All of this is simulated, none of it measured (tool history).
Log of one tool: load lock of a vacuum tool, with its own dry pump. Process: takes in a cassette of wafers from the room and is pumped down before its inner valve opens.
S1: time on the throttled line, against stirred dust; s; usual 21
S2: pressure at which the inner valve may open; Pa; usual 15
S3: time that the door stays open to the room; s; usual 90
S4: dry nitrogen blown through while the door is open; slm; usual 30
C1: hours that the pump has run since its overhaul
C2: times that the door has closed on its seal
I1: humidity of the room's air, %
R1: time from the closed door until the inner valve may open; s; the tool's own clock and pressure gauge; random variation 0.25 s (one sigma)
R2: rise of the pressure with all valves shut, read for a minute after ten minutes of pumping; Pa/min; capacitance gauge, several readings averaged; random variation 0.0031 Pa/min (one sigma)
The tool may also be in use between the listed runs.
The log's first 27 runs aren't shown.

run      day  S1  S2   S3  S4    C1     C2    I1    R1     R2
 28  276.946  21  25   90  30  6244  39918  45.0  36.6  0.648
 29  291.742  21  25   90  30  6599  40728  46.9  36.4  0.671
 30  303.846  21  15  205  30  6890  41392  44.6  38.0  0.729
 31  316.921  11  15   81  30  7203  42108  48.6  29.1  0.699
 32  327.108  23  15  202  30  7448  42667  47.8  39.2  0.773
 33  336.883  23  12   27  30  7682  43203  47.2  39.9  0.694
 34  346.733  21  15   90   6  7919  43742  44.9  37.5  0.793
     350.904  -- door's seal changed, seat wiped
 35  355.638  25  15  131   6  8131    259  46.6  40.9  0.166
 36  366.279  21  23   68  30  8386    842  50.3  37.0  0.079
 37  372.950  15  18  129  11  8547   1208  48.1  32.0  0.149

Forecast each of these 4 alternatives for the next run:
  A  380.800  21  15   90  30  8735  1638  43.3   ?   ?
  B  380.800  33  18  184  11  8735  1638  43.7   ?   ?
  C  380.800  22  23  129  11  8735  1638  43.2   ?   ?
  D  380.800  15  18  207   7  8735  1638  42.6   ?   ?

run    R1     R2
  A  38.1  0.088
  B  47.6  0.186
  C  37.3  0.140
  D  32.2  0.208
Without the tool's hidden state the same runs would have given:
run    R1     R2
  A  37.0  0.082
  B  46.6  0.180
  C  36.3  0.134
  D  31.1  0.202

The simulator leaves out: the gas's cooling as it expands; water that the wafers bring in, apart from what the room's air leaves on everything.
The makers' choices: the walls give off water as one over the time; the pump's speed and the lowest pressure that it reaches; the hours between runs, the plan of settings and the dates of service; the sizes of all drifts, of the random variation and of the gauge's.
